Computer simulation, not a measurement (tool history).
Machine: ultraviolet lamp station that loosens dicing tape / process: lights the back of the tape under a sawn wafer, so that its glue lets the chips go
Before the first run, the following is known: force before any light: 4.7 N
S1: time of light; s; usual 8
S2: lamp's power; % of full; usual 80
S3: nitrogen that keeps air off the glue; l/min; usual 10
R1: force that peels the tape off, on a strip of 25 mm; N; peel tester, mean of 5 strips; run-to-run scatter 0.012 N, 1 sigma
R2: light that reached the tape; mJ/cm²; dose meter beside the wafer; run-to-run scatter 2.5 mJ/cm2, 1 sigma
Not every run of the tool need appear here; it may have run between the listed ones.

| run | hour | S1 | S2 | S3 | R1 | R2 |
|---|---|---|---|---|---|---|
| 1 | 0 | 8 | 80 | 10 | 0.638 | 284 |
| 2 | 16.2 | 8 | 80 | 10 | 0.648 | 281 |
| 3 | 36.7 | 8 | 89 | 10 | 0.53 | 311 |
| 4 | 66.2 | 8 | 89 | 10 | 0.527 | 314 |
| 5 | 86.9 | 8 | 80 | 10 | 0.651 | 276 |
| 6 | 101.3 | 8 | 80 | 10 | 0.679 | 275 |
| 7 | 132.4 | 8 | 89 | 10 | 0.591 | 299 |
|  | 135.4 | window cleaned of glue's vapour |
| 8 | 146.3 | 8 | 89 | 10 | 0.585 | 297 |
| 9 | 159.7 | 8 | 80 | 10 | 0.727 | 265 |
| 10 | 192.6 | 8 | 80 | 10 | 0.701 | 259 |
| 11 | 219.6 | 6 | 80 | 19 | 0.949 | 197 |
| 12 | 240.8 | 8 | 69 | 10 | 0.985 | 220 |
| 13 | 266.8 | 8 | 69 | 10 | 0.949 | 221 |
| 14 | 298.4 | 13 | 94 | 17 | 0.204 | 483 |
|  | 314.8 | window cleaned of glue's vapour, once more |
| 15 | 327.3 | 13 | 94 | 17 | 0.193 | 509 |
| 16 | 347.3 | 8 | 63 | 6 | 1.207 | 207 |
| 17 | 368.3 | 8 | 63 | 6 | 1.223 | 209 |
| 18 | 388.6 | 10 | 80 | 10 | 0.489 | 327 |
| 19 | 415.6 | 12 | 80 | 4 | 0.536 | 383 |
| 20 | 429.7 | 12 | 80 | 4 | 0.55 | 384 |

Had the tool no unlogged condition, and each run kept its random variation, what would the results have been?
Hidden conditions of the tool in this case: lamp's light, % of a new lamp's; light that the window lets through, % of a clean one's; drift of the gauge itself on peel_n, %; drift of the gauge itself on dose_mj_cm2, %.
| run | R1 | R2 |
|---|---|---|
| 1 | 0.569 | 303 |
| 2 | 0.572 | 301 |
| 3 | 0.46 | 336 |
| 4 | 0.448 | 342 |
| 5 | 0.55 | 303 |
| 6 | 0.57 | 304 |
| 7 | 0.482 | 335 |
| 8 | 0.466 | 338 |
| 9 | 0.578 | 302 |
| 10 | 0.545 | 298 |
| 11 | 0.748 | 229 |
| 12 | 0.764 | 258 |
| 13 | 0.726 | 262 |
| 14 | 0.163 | 579 |
| 15 | 0.167 | 578 |
| 16 | 1.002 | 237 |
| 17 | 1.005 | 240 |
| 18 | 0.372 | 380 |
| 19 | 0.397 | 449 |
| 20 | 0.408 | 453 |
